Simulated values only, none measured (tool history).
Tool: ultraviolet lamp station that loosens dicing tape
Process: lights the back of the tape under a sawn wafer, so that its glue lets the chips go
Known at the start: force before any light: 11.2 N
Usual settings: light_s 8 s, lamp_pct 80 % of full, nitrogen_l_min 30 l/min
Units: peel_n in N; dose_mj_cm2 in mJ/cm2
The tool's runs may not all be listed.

| run | hour | light_s | lamp_pct | nitrogen_l_min | peel_n | dose_mj_cm2 |
|---|---|---|---|---|---|---|
| 1 | 0.0 | 8 | 80 | 30 | 1.038 | 335 |
| 2 | 26.4 | 8 | 80 | 30 | 1.057 | 331 |
| 3 | 74.6 | 8 | 80 | 30 | 1.116 | 316 |
| 4 | 107.3 | 8 | 80 | 30 | 1.159 | 316 |
| 5 | 156.9 | 8 | 80 | 30 | 1.259 | 298 |
| 6 | 181.3 | 8 | 80 | 30 | 1.373 | 297 |
|  | 210.7 | lamp changed |
| 7 | 210.7 | 8 | 68 | 30 | 0.831 | 366 |
| 8 | 234.0 | 8 | 68 | 30 | 0.861 | 364 |
| 9 | 279.5 | 8 | 68 | 30 | 0.898 | 351 |
|  | 286.7 | window cleaned of glue's vapour |
| 10 | 306.5 | 8 | 94 | 30 | 0.290 | 577 |
| 11 | 343.4 | 8 | 94 | 30 | 0.319 | 567 |
| 12 | 373.2 | 8 | 94 | 30 | 0.336 | 561 |
| 13 | 395.3 | 8 | 94 | 30 | 0.342 | 546 |
| 14 | 422.4 | 8 | 64 | 30 | 0.820 | 368 |
| 15 | 449.5 | 8 | 64 | 30 | 0.862 | 365 |
| 16 | 486.1 | 8 | 86 | 25 | 0.489 | 475 |
| 17 | 511.8 | 8 | 86 | 25 | 0.531 | 473 |
| 18 | 540.6 | 7 | 62 | 20 | 1.653 | 292 |
| 19 | 590.7 | 7 | 75 | 20 | 1.154 | 342 |
| 20 | 622.5 | 4 | 97 | 30 | 1.753 | 250 |
| 21 | 664.6 | 4 | 97 | 30 | 1.899 | 244 |
| 22 | 718.0 | 8 | 73 | 16 | 1.201 | 355 |
| 23 | 740.4 | 4 | 98 | 41 | 1.812 | 229 |
| 24 | 781.1 | 4 | 98 | 41 | 1.960 | 225 |
| 25 | 814.7 | 4 | 98 | 41 | 1.965 | 224 |
| 26 | 839.4 | 4 | 98 | 41 | 2.084 | 223 |

Measured less the same run without the tool's hidden state. The same run-to-run variation is in both; the gauge's scatter may not be:
The hidden state here: lamp's light, % of a new lamp's; light that the window lets through, % of a clean one's; drift of the gauge itself on peel_n, %; drift of the gauge itself on dose_mj_cm2, %.
| run | peel_n | dose_mj_cm2 |
|---|---|---|
| 1 | +0.655 | -190 |
| 2 | +0.684 | -195 |
| 3 | +0.744 | -206 |
| 4 | +0.793 | -212 |
| 5 | +0.886 | -224 |
| 6 | +0.983 | -229 |
| 7 | +0.295 | -79 |
| 8 | +0.325 | -83 |
| 9 | +0.373 | -94 |
| 10 | +0.030 | -36 |
| 11 | +0.043 | -48 |
| 12 | +0.054 | -57 |
| 13 | +0.063 | -64 |
| 14 | +0.204 | -50 |
| 15 | +0.235 | -55 |
| 16 | +0.150 | -85 |
| 17 | +0.172 | -92 |
| 18 | +0.522 | -63 |
| 19 | +0.442 | -86 |
| 20 | +0.647 | -69 |
| 21 | +0.751 | -75 |
| 22 | +0.579 | -126 |
| 23 | +0.829 | -86 |
| 24 | +0.944 | -93 |
| 25 | +0.980 | -97 |
| 26 | +1.061 | -102 |
